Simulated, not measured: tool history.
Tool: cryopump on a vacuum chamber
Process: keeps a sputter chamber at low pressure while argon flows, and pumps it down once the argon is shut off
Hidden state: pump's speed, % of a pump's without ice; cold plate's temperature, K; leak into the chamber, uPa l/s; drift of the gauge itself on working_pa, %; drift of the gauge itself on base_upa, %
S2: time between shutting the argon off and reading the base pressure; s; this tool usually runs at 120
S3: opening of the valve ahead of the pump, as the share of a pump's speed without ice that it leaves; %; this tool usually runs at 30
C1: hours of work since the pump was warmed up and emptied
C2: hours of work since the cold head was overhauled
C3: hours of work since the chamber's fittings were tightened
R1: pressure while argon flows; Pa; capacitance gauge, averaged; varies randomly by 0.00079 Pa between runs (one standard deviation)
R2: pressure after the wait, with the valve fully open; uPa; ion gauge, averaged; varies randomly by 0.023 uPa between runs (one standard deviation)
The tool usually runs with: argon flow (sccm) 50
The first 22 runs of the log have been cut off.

run 23 hour=1890.6 | argon_flow_(sccm)=50 S2=46 S3=30 | C1=161 C2=3359 C3=579 | R1=0.1540 R2=2.25
run 24 hour=1952.0 | argon_flow_(sccm)=50 S2=245 S3=30 | C1=203 C2=3401 C3=620 | R1=0.1549 R2=0.92
run 25 hour=2039.0 | argon_flow_(sccm)=23 S2=74 S3=20 | C1=262 C2=3460 C3=679 | R1=0.1068 R2=1.74
run 26 hour=2087.5 | argon_flow_(sccm)=50 S2=120 S3=24 | C1=295 C2=3493 C3=712 | R1=0.1915 R2=1.37
run 27 hour=2137.3 | argon_flow_(sccm)=23 S2=101 S3=24 | C1=328 C2=3527 C3=746 | R1=0.0881 R2=1.49
run 28 hour=2184.2 | argon_flow_(sccm)=23 S2=101 S3=25 | C1=360 C2=3558 C3=778 | R1=0.0855 R2=1.56
run 29 hour=2283.5 | argon_flow_(sccm)=50 S2=73 S3=38 | C1=428 C2=3626 C3=845 | R1=0.1230 R2=1.94
run 30 hour=2359.2 | argon_flow_(sccm)=28 S2=73 S3=47 | C1=479 C2=3677 C3=896 | R1=0.0565 R2=1.94
run 31 hour=2427.1 | argon_flow_(sccm)=28 S2=35 S3=51 | C1=525 C2=3723 C3=943 | R1=0.0534 R2=3.20
run 32 hour=2510.9 | argon_flow_(sccm)=28 S2=35 S3=51 | C1=582 C2=3780 C3=999 | R1=0.0525 R2=3.26
-- hour=2527.2 leaking fittings of the chamber tightened, without venting
run 33 hour=2620.4 | argon_flow_(sccm)=50 S2=46 S3=17 | C1=655 C2=3853 C3=63 | R1=0.2738 R2=1.90
run 34 hour=2729.1 | argon_flow_(sccm)=50 S2=209 S3=41 | C1=728 C2=3927 C3=137 | R1=0.1162 R2=0.69
run 35 hour=2837.4 | argon_flow_(sccm)=36 S2=50 S3=52 | C1=802 C2=4000 C3=210 | R1=0.0674 R2=1.97

Consider 3 possible next runs. They are alternatives, not a sequence: every one starts from the tool as it was left by run 35. What does each give?
run A hour=2925.1 | argon_flow_(sccm)=33 S2=119 S3=52 | C1=861 C2=4060 C3=270 | R1=? R2=?
run B hour=2925.1 | argon_flow_(sccm)=88 S2=120 S3=30 | C1=861 C2=4060 C3=270 | R1=? R2=?
run C hour=2925.1 | argon_flow_(sccm)=96 S2=72 S3=50 | C1=861 C2=4060 C3=270 | R1=? R2=?

run=A R1=0.0632 R2=1.04
run=B R1=0.2770 R2=1.03
run=C R1=0.1878 R2=1.47
What these runs would have given with no unlogged condition in the tool:
run=A R1=0.0585 R2=0.78
run=B R1=0.2647 R2=0.77
run=C R1=0.1742 R2=1.21
